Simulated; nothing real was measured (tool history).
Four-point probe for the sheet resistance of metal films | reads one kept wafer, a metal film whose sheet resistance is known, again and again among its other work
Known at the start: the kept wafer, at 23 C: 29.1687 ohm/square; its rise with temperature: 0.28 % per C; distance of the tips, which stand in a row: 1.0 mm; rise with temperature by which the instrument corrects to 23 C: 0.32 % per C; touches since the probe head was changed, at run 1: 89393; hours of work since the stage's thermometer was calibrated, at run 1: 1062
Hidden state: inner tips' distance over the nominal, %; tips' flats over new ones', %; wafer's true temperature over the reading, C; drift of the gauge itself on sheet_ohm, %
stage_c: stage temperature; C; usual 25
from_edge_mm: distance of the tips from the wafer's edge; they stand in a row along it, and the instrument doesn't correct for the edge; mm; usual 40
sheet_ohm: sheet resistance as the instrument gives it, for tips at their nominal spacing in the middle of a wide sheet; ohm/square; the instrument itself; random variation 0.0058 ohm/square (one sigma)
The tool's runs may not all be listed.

run	hour	stage_c	from_edge_mm	touches since the probe head was changed	hours of work since the stage's thermometer was calibrated	sheet_ohm
1	0.0	25	40	89393	1062	29.023789
2	32.2	25	40	90116	1075	29.017744
3	102.4	25	40	91691	1104	29.007071
4	144.5	25	40	92634	1121	29.005356
5	175.9	25	40	93340	1134	29.013597
6	239.1	25	40	94756	1161	29.007519
7	287.1	25	4	95834	1180	29.954976
8	354.8	26	4	97352	1208	29.926657
9	422.6	25	8	98874	1236	29.241783
10	458.9	25	8	99688	1252	29.225472
11	529.3	25	8	101266	1281	29.227481
12	599.3	23	8	102838	1310	29.254375
13	646.0	23	8	103885	1329	29.239012
# hour 651.0: new probe head fitted
14	701.4	23	8	1131	1351	29.469406
15	747.4	23	8	2164	1370	29.460534
16	791.1	29	38	3144	1389	29.150125
17	827.4	19	50	3957	1404	29.273947
18	867.2	19	50	4851	1420	29.273187
19	908.7	19	22	5782	1437	29.293962
20	978.1	28	6	7338	1466	29.570620
21	1007.2	28	6	7991	1478	29.568621
22	1043.8	33	21	8813	1493	29.116126
23	1107.7	25	35	10245	1520	29.184033
24	1160.5	24	17	11430	1541	29.235790
25	1227.6	18	6	12934	1569	29.703401
26	1273.7	18	6	13969	1588	29.697778
27	1325.0	18	57	15120	1609	29.254895
28	1370.8	25	50	16149	1628	29.160115

4 ways to go on from here, each from the tool as it stands after run 28. What would each give?
A	1399.3	26	10	16787	1640	?
B	1399.3	23	6	16787	1640	?
C	1399.3	25	6	16787	1640	?
D	1399.3	33	45	16787	1640	?

run	sheet_ohm
A	29.298923
B	29.609161
C	29.585589
D	29.054226
Without the tool's hidden state the same runs would have given:
run	sheet_ohm
A	29.284158
B	29.594501
C	29.570787
D	29.039056
